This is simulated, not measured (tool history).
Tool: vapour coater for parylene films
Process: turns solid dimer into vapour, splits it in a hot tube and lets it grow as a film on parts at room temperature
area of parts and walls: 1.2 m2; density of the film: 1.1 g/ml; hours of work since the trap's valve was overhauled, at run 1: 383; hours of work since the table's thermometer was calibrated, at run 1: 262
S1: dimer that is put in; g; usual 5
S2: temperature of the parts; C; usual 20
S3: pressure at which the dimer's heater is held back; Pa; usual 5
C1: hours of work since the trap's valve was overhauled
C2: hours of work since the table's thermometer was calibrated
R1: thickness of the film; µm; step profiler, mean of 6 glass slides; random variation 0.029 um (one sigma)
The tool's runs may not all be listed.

| run | day | S1 | S2 | S3 | C1 | C2 | R1 |
|---|---|---|---|---|---|---|---|
| 1 | 0 | 5 | 20 | 5 | 383 | 262 | 2.39 |
| 2 | 0.888 | 5 | 20 | 5 | 392 | 271 | 2.37 |
| 3 | 2.117 | 5 | 20 | 5 | 405 | 284 | 2.37 |
| 4 | 2.946 | 5 | 20 | 5 | 414 | 293 | 2.34 |
| 5 | 3.542 | 5 | 20 | 5 | 420 | 299 | 2.41 |
| 6 | 4.467 | 5 | 20 | 5 | 429 | 308 | 2.33 |
| 7 | 5.65 | 5 | 20 | 5 | 442 | 321 | 2.42 |
| 8 | 6.267 | 5 | 20 | 5 | 448 | 327 | 2.32 |
| 9 | 7.121 | 5 | 20 | 5 | 457 | 336 | 2.36 |
| 10 | 7.967 | 5 | 12 | 5.05 | 466 | 345 | 3.13 |
| 11 | 9.154 | 3 | 13 | 5 | 478 | 357 | 1.81 |
|  | 9.325 | table's thermometer calibrated |
| 12 | 10.033 | 3 | 13 | 5 | 487 | 7 | 1.8 |
| 13 | 10.971 | 5 | 20 | 5 | 496 | 17 | 2.36 |
| 14 | 11.817 | 5 | 20 | 2.02 | 505 | 26 | 2.66 |

The next listed run, before its measurement:
| 15 | 12.888 | 5 | 26 | 2.09 | 516 | 37 | ? |

{"run 15": {"R1": 2.12}}
Without the tool's hidden state the same run would have given R1 2.37 µm.

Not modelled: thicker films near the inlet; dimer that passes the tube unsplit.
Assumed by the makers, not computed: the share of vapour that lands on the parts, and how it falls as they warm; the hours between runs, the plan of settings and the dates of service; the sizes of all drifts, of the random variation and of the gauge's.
